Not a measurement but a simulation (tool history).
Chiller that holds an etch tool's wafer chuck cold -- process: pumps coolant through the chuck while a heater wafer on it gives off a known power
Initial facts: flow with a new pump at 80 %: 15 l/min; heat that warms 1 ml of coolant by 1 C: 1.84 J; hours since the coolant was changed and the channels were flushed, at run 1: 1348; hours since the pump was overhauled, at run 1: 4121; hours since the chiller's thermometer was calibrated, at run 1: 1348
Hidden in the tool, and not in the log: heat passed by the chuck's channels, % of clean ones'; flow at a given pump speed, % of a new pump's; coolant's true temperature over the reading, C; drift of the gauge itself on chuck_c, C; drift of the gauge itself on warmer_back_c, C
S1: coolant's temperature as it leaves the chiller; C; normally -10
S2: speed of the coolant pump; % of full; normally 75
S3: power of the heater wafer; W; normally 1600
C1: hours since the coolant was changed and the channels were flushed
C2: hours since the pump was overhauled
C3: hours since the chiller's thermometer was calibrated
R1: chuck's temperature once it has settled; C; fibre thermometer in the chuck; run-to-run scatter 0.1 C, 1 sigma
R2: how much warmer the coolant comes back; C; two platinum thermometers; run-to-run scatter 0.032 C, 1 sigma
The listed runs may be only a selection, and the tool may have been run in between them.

| run | hour | S1 | S2 | S3 | C1 | C2 | C3 | R1 | R2 |
|---|---|---|---|---|---|---|---|---|---|
| 1 | 0 | -10 | 75 | 1600 | 1348 | 4121 | 1348 | 1.5 | 3.72 |
| 2 | 143.2 | -10 | 81 | 1600 | 1491 | 4265 | 1491 | 0.8 | 3.37 |
| 3 | 353.2 | -10 | 81 | 1600 | 1701 | 4475 | 1701 | 0.9 | 3.41 |
| 4 | 547 | -10 | 81 | 1600 | 1895 | 4668 | 1895 | 1 | 3.42 |
| 5 | 688.3 | -10 | 81 | 1600 | 2036 | 4810 | 2036 | 0.7 | 3.4 |
| 6 | 851.9 | -10 | 97 | 1600 | 2200 | 4973 | 2200 | -0.2 | 2.85 |
| 7 | 964.8 | -10 | 75 | 1244 | 2313 | 5086 | 2313 | -1 | 2.88 |
| 8 | 1150.7 | -10 | 75 | 1244 | 2499 | 5272 | 2499 | -1.3 | 2.85 |
| 9 | 1282.4 | -10 | 75 | 1600 | 2630 | 5404 | 2630 | 1.1 | 3.68 |
|  | 1375.8 | chiller's thermometer calibrated |
| 10 | 1416 | -10 | 75 | 1600 | 2763 | 5536 | 40 | 1.3 | 3.68 |
| 11 | 1625.6 | -10 | 75 | 902 | 2973 | 5746 | 250 | -3.6 | 2.04 |
| 12 | 1729.3 | -10 | 75 | 902 | 3076 | 5850 | 354 | -3.5 | 2.07 |
| 13 | 1841.4 | -10 | 75 | 1452 | 3188 | 5962 | 466 | 0.2 | 3.27 |
| 14 | 2025.6 | -10 | 75 | 1452 | 3373 | 6146 | 650 | 0.3 | 3.24 |
| 15 | 2117.3 | -10 | 60 | 1452 | 3464 | 6238 | 741 | 1.8 | 4.2 |
| 16 | 2273.5 | -10 | 60 | 1452 | 3621 | 6394 | 898 | 2 | 4.12 |
| 17 | 2367.5 | -11 | 60 | 812 | 3715 | 6488 | 992 | -4.3 | 2.28 |
| 18 | 2535.1 | -11 | 60 | 812 | 3882 | 6655 | 1159 | -4.6 | 2.22 |
| 19 | 2692.9 | -4 | 73 | 1493 | 4040 | 6813 | 1317 | 6.7 | 3.47 |
| 20 | 2851.6 | -10 | 68 | 1311 | 4199 | 6972 | 1476 | 0 | 3.25 |
| 21 | 2965.8 | -10 | 68 | 1311 | 4313 | 7086 | 1590 | 0 | 3.26 |
| 22 | 3125.2 | -10 | 68 | 1311 | 4472 | 7246 | 1749 | -0.2 | 3.28 |
| 23 | 3251.3 | -3 | 68 | 911 | 4598 | 7372 | 1875 | 4.1 | 2.2 |
| 24 | 3433 | -4 | 100 | 1782 | 4780 | 7553 | 2057 | 6.8 | 2.92 |
| 25 | 3612.2 | -4 | 100 | 1782 | 4959 | 7733 | 2236 | 6.8 | 2.99 |
| 26 | 3823.1 | -15 | 100 | 1060 | 5170 | 7943 | 2447 | -8.6 | 1.64 |
| 27 | 3957.6 | -1 | 61 | 1060 | 5305 | 8078 | 2582 | 7.5 | 2.84 |
| 28 | 4065.1 | -1 | 61 | 1060 | 5412 | 8186 | 2689 | 7.6 | 2.93 |
|  | 4092.3 | chiller's thermometer calibrated |
| 29 | 4234.6 | -1 | 61 | 1060 | 5581 | 8354 | 142 | 7.5 | 2.9 |
|  | 4318.6 | coolant changed, channels flushed |
| 30 | 4401.2 | -1 | 61 | 1060 | 83 | 8515 | 303 | 7.4 | 2.93 |
|  | 4423.8 | coolant pump overhauled |
| 31 | 4604.7 | -1 | 61 | 1060 | 281 | 181 | 501 | 7.5 | 2.85 |
| 32 | 4820.4 | -4 | 70 | 1455 | 497 | 397 | 717 | 6.6 | 3.44 |

Selected run-to-run steps in R2, each split into two signed amounts: the part the tool would show with no hidden state at all (from settings, incoming material and random variation), and the remainder, which goes to the hidden state together with any gauge scatter not common to the measured and the hidden-state-free results:
Run 1 -> 2: S2 75 -> 81. R2 -0.35 C: hidden state -0.01, all else -0.34.
Run 2 -> 3: nothing adjusted, nothing logged. R2 +0.04 C: hidden state -0.01, all else +0.05.
Run 10 -> 11: S3 1600 -> 902. R2 -1.64 C: hidden state -0.01, all else -1.63.
Run 16 -> 17: S1 -10 -> -11, S3 1452 -> 812. R2 -1.84 C: hidden state -0.01, all else -1.83.
Run 25 -> 26: S1 -4 -> -15, S3 1782 -> 1060. R2 -1.35 C: hidden state -0.01, all else -1.34.
Run 30 -> 31: coolant pump overhauled. R2 -0.08 C: hidden state -0.03, all else -0.05.
